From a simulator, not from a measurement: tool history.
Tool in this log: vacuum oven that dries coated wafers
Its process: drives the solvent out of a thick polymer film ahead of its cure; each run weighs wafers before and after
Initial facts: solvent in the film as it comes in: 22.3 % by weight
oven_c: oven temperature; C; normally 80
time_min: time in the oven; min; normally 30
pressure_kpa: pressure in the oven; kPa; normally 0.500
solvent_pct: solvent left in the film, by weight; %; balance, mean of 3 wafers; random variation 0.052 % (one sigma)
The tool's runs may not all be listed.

{"run": 1, "hour": 0.0, "oven_c": 80, "time_min": 30, "pressure_kpa": 0.5, "solvent_pct": 1.77}
{"run": 2, "hour": 97.5, "oven_c": 80, "time_min": 30, "pressure_kpa": 0.5, "solvent_pct": 1.85}
{"run": 3, "hour": 173.4, "oven_c": 80, "time_min": 30, "pressure_kpa": 1.601, "solvent_pct": 3.54}
{"run": 4, "hour": 238.2, "oven_c": 80, "time_min": 30, "pressure_kpa": 0.5, "solvent_pct": 1.85}
{"run": 5, "hour": 310.9, "oven_c": 80, "time_min": 27, "pressure_kpa": 0.5, "solvent_pct": 2.14}
{"run": 6, "hour": 405.6, "oven_c": 80, "time_min": 27, "pressure_kpa": 0.5, "solvent_pct": 2.29}
{"run": 7, "hour": 504.5, "oven_c": 80, "time_min": 38, "pressure_kpa": 0.5, "solvent_pct": 1.63}
{"run": 8, "hour": 624.6, "oven_c": 80, "time_min": 38, "pressure_kpa": 0.5, "solvent_pct": 1.57}
{"run": 9, "hour": 722.9, "oven_c": 80, "time_min": 38, "pressure_kpa": 0.5, "solvent_pct": 1.58}
{"run": 10, "hour": 831.4, "oven_c": 80, "time_min": 38, "pressure_kpa": 0.5, "solvent_pct": 1.75}
{"run": 11, "hour": 961.6, "oven_c": 80, "time_min": 30, "pressure_kpa": 0.5, "solvent_pct": 2.29}
{"run": 12, "hour": 1069.7, "oven_c": 80, "time_min": 30, "pressure_kpa": 1.678, "solvent_pct": 4.17}
{"run": 13, "hour": 1137.9, "oven_c": 74, "time_min": 30, "pressure_kpa": 1.678, "solvent_pct": 6.12}
{"run": 14, "hour": 1241.2, "oven_c": 74, "time_min": 30, "pressure_kpa": 0.651, "solvent_pct": 4.33}
{"run": 15, "hour": 1297.2, "oven_c": 74, "time_min": 30, "pressure_kpa": 0.651, "solvent_pct": 4.28}
{"run": 16, "hour": 1421.3, "oven_c": 74, "time_min": 30, "pressure_kpa": 0.651, "solvent_pct": 4.34}
{"run": 17, "hour": 1550.1, "oven_c": 74, "time_min": 30, "pressure_kpa": 0.651, "solvent_pct": 4.57}
{"run": 18, "hour": 1633.9, "oven_c": 74, "time_min": 53, "pressure_kpa": 1.575, "solvent_pct": 4.9}
{"run": 19, "hour": 1694.5, "oven_c": 82, "time_min": 53, "pressure_kpa": 0.5, "solvent_pct": 1.37}
{"run": 20, "hour": 1823.2, "oven_c": 89, "time_min": 30, "pressure_kpa": 1.873, "solvent_pct": 2.72}
{"run": 21, "hour": 1929.7, "oven_c": 89, "time_min": 30, "pressure_kpa": 1.873, "solvent_pct": 2.61}
{"run": 22, "hour": 2044.6, "oven_c": 80, "time_min": 36, "pressure_kpa": 1.873, "solvent_pct": 4.03}
{"run": 23, "hour": 2099.7, "oven_c": 80, "time_min": 36, "pressure_kpa": 1.873, "solvent_pct": 4.05}
{"run": 24, "hour": 2220.0, "oven_c": 80, "time_min": 44, "pressure_kpa": 0.5, "solvent_pct": 1.84}
{"run": 25, "hour": 2352.0, "oven_c": 72, "time_min": 23, "pressure_kpa": 0.58, "solvent_pct": 5.02}
{"run": 26, "hour": 2483.1, "oven_c": 80, "time_min": 21, "pressure_kpa": 1.411, "solvent_pct": 4.0}
{"run": 27, "hour": 2564.7, "oven_c": 86, "time_min": 35, "pressure_kpa": 0.5, "solvent_pct": 0.84}
{"run": 28, "hour": 2652.7, "oven_c": 78, "time_min": 33, "pressure_kpa": 0.825, "solvent_pct": 2.24}
{"run": 29, "hour": 2755.8, "oven_c": 69, "time_min": 42, "pressure_kpa": 0.403, "solvent_pct": 3.1}
{"run": 30, "hour": 2826.2, "oven_c": 92, "time_min": 53, "pressure_kpa": 0.5, "solvent_pct": 0.62}
{"run": 31, "hour": 2931.1, "oven_c": 92, "time_min": 53, "pressure_kpa": 0.5, "solvent_pct": 0.57}

Removed from this log: 2 entries logged between the listed runs. Between which two listed runs does each belong, and how does the tool's hidden state at the listed run before it compare with that at the listed run after it?
After run 18, before run 19: oven's thermocouples calibrated (hour 1644.6)
  true wafer temperature over the reading, C: -2.23 -> 0.17; true pressure over the reading, kPa: 0.47 -> 0.482
  measured minus no-state result, solvent_pct: +1.45 -> +0.67 %
After run 24, before run 25: vacuum gauge cleaned of residue and calibrated (hour 2255.3)
  true wafer temperature over the reading, C: -0.27 -> -0.38; true pressure over the reading, kPa: 0.589 -> 0.011
  measured minus no-state result, solvent_pct: +0.91 -> +0.16 %
